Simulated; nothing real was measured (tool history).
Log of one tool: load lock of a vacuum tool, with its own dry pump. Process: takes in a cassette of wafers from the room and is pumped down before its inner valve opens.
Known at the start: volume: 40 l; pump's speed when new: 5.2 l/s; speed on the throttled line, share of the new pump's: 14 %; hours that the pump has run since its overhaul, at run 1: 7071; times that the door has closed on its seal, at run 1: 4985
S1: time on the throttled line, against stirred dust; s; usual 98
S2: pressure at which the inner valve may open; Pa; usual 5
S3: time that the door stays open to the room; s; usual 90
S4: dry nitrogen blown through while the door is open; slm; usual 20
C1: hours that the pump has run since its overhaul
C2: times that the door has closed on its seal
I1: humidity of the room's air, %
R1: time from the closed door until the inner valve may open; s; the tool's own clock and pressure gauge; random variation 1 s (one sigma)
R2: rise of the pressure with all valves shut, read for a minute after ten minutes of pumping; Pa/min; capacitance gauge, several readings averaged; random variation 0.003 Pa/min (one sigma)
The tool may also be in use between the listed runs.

run 1 hour=0.0 | S1=98 S2=5 S3=90 S4=20 | C1=7071 C2=4985 | I1=48.6 | R1=166.4 R2=0.054
run 2 hour=84.3 | S1=98 S2=5 S3=97 S4=20 | C1=7155 C2=5134 | I1=48.5 | R1=166.6 R2=0.063
run 3 hour=136.0 | S1=98 S2=6 S3=97 S4=20 | C1=7207 C2=5225 | I1=45.2 | R1=166.5 R2=0.057
run 4 hour=236.2 | S1=129 S2=5 S3=90 S4=20 | C1=7307 C2=5402 | I1=45.0 | R1=192.7 R2=0.053
run 5 hour=288.8 | S1=98 S2=5 S3=90 S4=20 | C1=7360 C2=5495 | I1=45.3 | R1=168.4 R2=0.053
run 6 hour=336.9 | S1=98 S2=5 S3=90 S4=20 | C1=7408 C2=5580 | I1=46.0 | R1=165.3 R2=0.060
run 7 hour=403.9 | S1=98 S2=5 S3=54 S4=20 | C1=7475 C2=5698 | I1=46.9 | R1=168.8 R2=0.048
run 8 hour=512.0 | S1=98 S2=5 S3=54 S4=20 | C1=7583 C2=5889 | I1=45.8 | R1=166.5 R2=0.043
run 9 hour=628.9 | S1=98 S2=7 S3=54 S4=20 | C1=7700 C2=6096 | I1=42.7 | R1=163.2 R2=0.046
run 10 hour=706.3 | S1=98 S2=5 S3=90 S4=20 | C1=7777 C2=6232 | I1=43.5 | R1=167.3 R2=0.062
run 11 hour=758.1 | S1=98 S2=5 S3=90 S4=20 | C1=7829 C2=6324 | I1=45.2 | R1=168.3 R2=0.063
run 12 hour=825.5 | S1=98 S2=5 S3=90 S4=20 | C1=7897 C2=6443 | I1=45.9 | R1=166.6 R2=0.061
run 13 hour=933.9 | S1=98 S2=4 S3=90 S4=20 | C1=8005 C2=6634 | I1=43.4 | R1=171.8 R2=0.058
run 14 hour=1037.3 | S1=98 S2=4 S3=90 S4=20 | C1=8108 C2=6817 | I1=43.3 | R1=171.0 R2=0.063
run 15 hour=1090.8 | S1=171 S2=4 S3=90 S4=20 | C1=8162 C2=6911 | I1=46.5 | R1=232.4 R2=0.060
run 16 hour=1169.3 | S1=55 S2=5 S3=90 S4=20 | C1=8240 C2=7050 | I1=47.6 | R1=131.4 R2=0.065
run 17 hour=1278.1 | S1=98 S2=7 S3=41 S4=18 | C1=8349 C2=7241 | I1=45.0 | R1=164.9 R2=0.045
run 18 hour=1378.9 | S1=98 S2=7 S3=41 S4=18 | C1=8450 C2=7419 | I1=46.6 | R1=165.1 R2=0.045
run 19 hour=1446.7 | S1=98 S2=7 S3=219 S4=5 | C1=8518 C2=7539 | I1=47.4 | R1=166.3 R2=0.136
run 20 hour=1560.0 | S1=115 S2=7 S3=206 S4=5 | C1=8631 C2=7739 | I1=47.1 | R1=181.3 R2=0.141
run 21 hour=1640.1 | S1=115 S2=7 S3=206 S4=5 | C1=8711 C2=7881 | I1=41.3 | R1=181.0 R2=0.124
run 22 hour=1729.6 | S1=53 S2=8 S3=50 S4=20 | C1=8801 C2=8039 | I1=47.0 | R1=126.7 R2=0.050
run 23 hour=1830.0 | S1=52 S2=9 S3=72 S4=11 | C1=8901 C2=8216 | I1=47.0 | R1=124.3 R2=0.074
run 24 hour=1939.5 | S1=102 S2=5 S3=82 S4=20 | C1=9011 C2=8409 | I1=44.6 | R1=172.4 R2=0.061
run 25 hour=2019.9 | S1=102 S2=5 S3=82 S4=20 | C1=9091 C2=8551 | I1=44.1 | R1=172.7 R2=0.061
run 26 hour=2093.6 | S1=56 S2=10 S3=132 S4=26 | C1=9165 C2=8681 | I1=48.1 | R1=126.1 R2=0.079
run 27 hour=2154.3 | S1=155 S2=10 S3=201 S4=26 | C1=9225 C2=8788 | I1=44.5 | R1=210.1 R2=0.090
run 28 hour=2239.5 | S1=155 S2=10 S3=201 S4=26 | C1=9310 C2=8939 | I1=49.4 | R1=210.5 R2=0.092

Some steps in R1 between neighbouring runs. How much of each would the tool show without its hidden state too (settings, what came in, random variation), and how much is left for the hidden state, with any gauge scatter that isn't in both results?
The hidden state here: pump's speed, % of a new pump's; leak at the door's seal, Pa l/s; drift of the gauge itself on ready_s, %; drift of the gauge itself on rise_pa_min, %.
Run 15 -> 16: S1 171 -> 55, S2 4 -> 5. R1 -101.0 s: hidden state +1.4, all else -102.4.
Run 26 -> 27: S1 56 -> 155, S3 132 -> 201. R1 +84.0 s: hidden state -1.7, all else +85.7.
